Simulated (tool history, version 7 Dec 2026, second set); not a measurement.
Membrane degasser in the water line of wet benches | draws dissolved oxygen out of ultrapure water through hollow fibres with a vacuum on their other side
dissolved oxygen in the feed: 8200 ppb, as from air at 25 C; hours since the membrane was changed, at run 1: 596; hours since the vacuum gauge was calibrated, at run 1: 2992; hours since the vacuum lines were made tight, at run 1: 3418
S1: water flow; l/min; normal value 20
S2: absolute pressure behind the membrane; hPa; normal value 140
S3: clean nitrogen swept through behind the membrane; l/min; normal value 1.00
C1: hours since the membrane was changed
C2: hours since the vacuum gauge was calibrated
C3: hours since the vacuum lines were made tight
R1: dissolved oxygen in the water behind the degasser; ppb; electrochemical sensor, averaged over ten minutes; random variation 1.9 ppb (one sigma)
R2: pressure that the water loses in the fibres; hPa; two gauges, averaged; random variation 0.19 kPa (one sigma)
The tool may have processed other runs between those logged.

run 1 hour=0.0 | S1=20 S2=140 S3=1.00 | C1=596 C2=2992 C3=3418 | R1=475.4 R2=392.9
run 2 hour=28.8 | S1=20 S2=140 S3=1.00 | C1=625 C2=3021 C3=3447 | R1=475.2 R2=393.3
run 3 hour=79.6 | S1=20 S2=140 S3=2.48 | C1=675 C2=3071 C3=3497 | R1=214.6 R2=396.5
run 4 hour=130.4 | S1=20 S2=140 S3=2.48 | C1=726 C2=3122 C3=3548 | R1=214.5 R2=395.9
run 5 hour=163.1 | S1=20 S2=140 S3=2.48 | C1=759 C2=3155 C3=3581 | R1=214.8 R2=393.6
run 6 hour=207.7 | S1=20 S2=140 S3=0.47 | C1=803 C2=3199 C3=3626 | R1=863.3 R2=397.0
run 7 hour=241.5 | S1=20 S2=140 S3=2.22 | C1=837 C2=3233 C3=3659 | R1=237.1 R2=393.7
run 8 hour=270.7 | S1=20 S2=140 S3=1.00 | C1=866 C2=3262 C3=3689 | R1=475.9 R2=397.2
run 9 hour=307.8 | S1=20 S2=140 S3=1.00 | C1=904 C2=3300 C3=3726 | R1=473.6 R2=398.5
run 10 hour=330.8 | S1=20 S2=140 S3=1.46 | C1=927 C2=3323 C3=3749 | R1=347.3 R2=397.4
run 11 hour=370.3 | S1=20 S2=140 S3=1.46 | C1=966 C2=3362 C3=3788 | R1=343.2 R2=398.3
run 12 hour=415.1 | S1=20 S2=140 S3=1.46 | C1=1011 C2=3407 C3=3833 | R1=345.4 R2=396.4
run 13 hour=448.1 | S1=20 S2=140 S3=1.46 | C1=1044 C2=3440 C3=3866 | R1=345.9 R2=396.6
run 14 hour=486.4 | S1=20 S2=140 S3=1.00 | C1=1082 C2=3478 C3=3904 | R1=476.0 R2=397.6
-- hour=491.2 vacuum gauge calibrated
run 15 hour=530.0 | S1=20 S2=140 S3=1.00 | C1=1125 C2=39 C3=3947 | R1=482.6 R2=394.6
run 16 hour=575.3 | S1=20 S2=140 S3=1.00 | C1=1171 C2=84 C3=3993 | R1=485.7 R2=395.4
run 17 hour=603.4 | S1=20 S2=140 S3=1.00 | C1=1199 C2=112 C3=4021 | R1=485.1 R2=399.3
run 18 hour=624.2 | S1=19 S2=271 S3=1.00 | C1=1220 C2=133 C3=4042 | R1=949.6 R2=378.9
run 19 hour=663.6 | S1=19 S2=271 S3=1.00 | C1=1259 C2=172 C3=4081 | R1=940.4 R2=378.5
run 20 hour=696.8 | S1=20 S2=294 S3=1.00 | C1=1292 C2=206 C3=4114 | R1=1070.2 R2=400.8
-- hour=725.1 vacuum gauge calibrated, once more
run 21 hour=740.1 | S1=13 S2=123 S3=2.46 | C1=1335 C2=15 C3=4157 | R1=117.3 R2=260.6
run 22 hour=772.2 | S1=22 S2=125 S3=2.86 | C1=1367 C2=47 C3=4189 | R1=175.2 R2=439.9
run 23 hour=814.7 | S1=17 S2=173 S3=0.48 | C1=1410 C2=90 C3=4232 | R1=930.2 R2=338.6
run 24 hour=840.4 | S1=20 S2=208 S3=1.16 | C1=1435 C2=115 C3=4257 | R1=648.2 R2=399.8
run 25 hour=890.3 | S1=20 S2=208 S3=1.16 | C1=1485 C2=165 C3=4307 | R1=648.7 R2=400.4
run 26 hour=927.8 | S1=20 S2=208 S3=1.16 | C1=1523 C2=203 C3=4345 | R1=646.7 R2=396.7
run 27 hour=948.3 | S1=20 S2=208 S3=1.16 | C1=1543 C2=223 C3=4365 | R1=646.7 R2=401.1
run 28 hour=978.2 | S1=13 S2=140 S3=1.57 | C1=1573 C2=253 C3=4395 | R1=212.9 R2=259.6
run 29 hour=1017.0 | S1=13 S2=140 S3=1.57 | C1=1612 C2=292 C3=4434 | R1=212.8 R2=259.5
run 30 hour=1043.5 | S1=26 S2=220 S3=0.53 | C1=1638 C2=318 C3=4460 | R1=1523.2 R2=523.4
run 31 hour=1075.3 | S1=31 S2=220 S3=1.00 | C1=1670 C2=350 C3=4492 | R1=1112.4 R2=619.0
run 32 hour=1101.6 | S1=24 S2=220 S3=0.64 | C1=1696 C2=377 C3=4518 | R1=1261.3 R2=481.4
run 33 hour=1146.6 | S1=24 S2=220 S3=0.64 | C1=1741 C2=422 C3=4564 | R1=1266.0 R2=485.2

Below are 3 alternative next runs, each starting from the tool's condition after run 33. Predict each:
run A hour=1191.3 | S1=20 S2=140 S3=1.00 | C1=1786 C2=466 C3=4608 | R1=? R2=?
run B hour=1191.3 | S1=20 S2=140 S3=0.55 | C1=1786 C2=466 C3=4608 | R1=? R2=?
run C hour=1191.3 | S1=17 S2=142 S3=1.68 | C1=1786 C2=466 C3=4608 | R1=? R2=?

run=A R1=466.6 R2=405.4
run=B R1=752.8 R2=400.2
run=C R1=260.3 R2=343.0
Take away the tool's hidden state, keep each run's random variation, and the runs would have read:
run=A R1=461.6 R2=395.3
run=B R1=748.2 R2=390.2
run=C R1=256.4 R2=334.5

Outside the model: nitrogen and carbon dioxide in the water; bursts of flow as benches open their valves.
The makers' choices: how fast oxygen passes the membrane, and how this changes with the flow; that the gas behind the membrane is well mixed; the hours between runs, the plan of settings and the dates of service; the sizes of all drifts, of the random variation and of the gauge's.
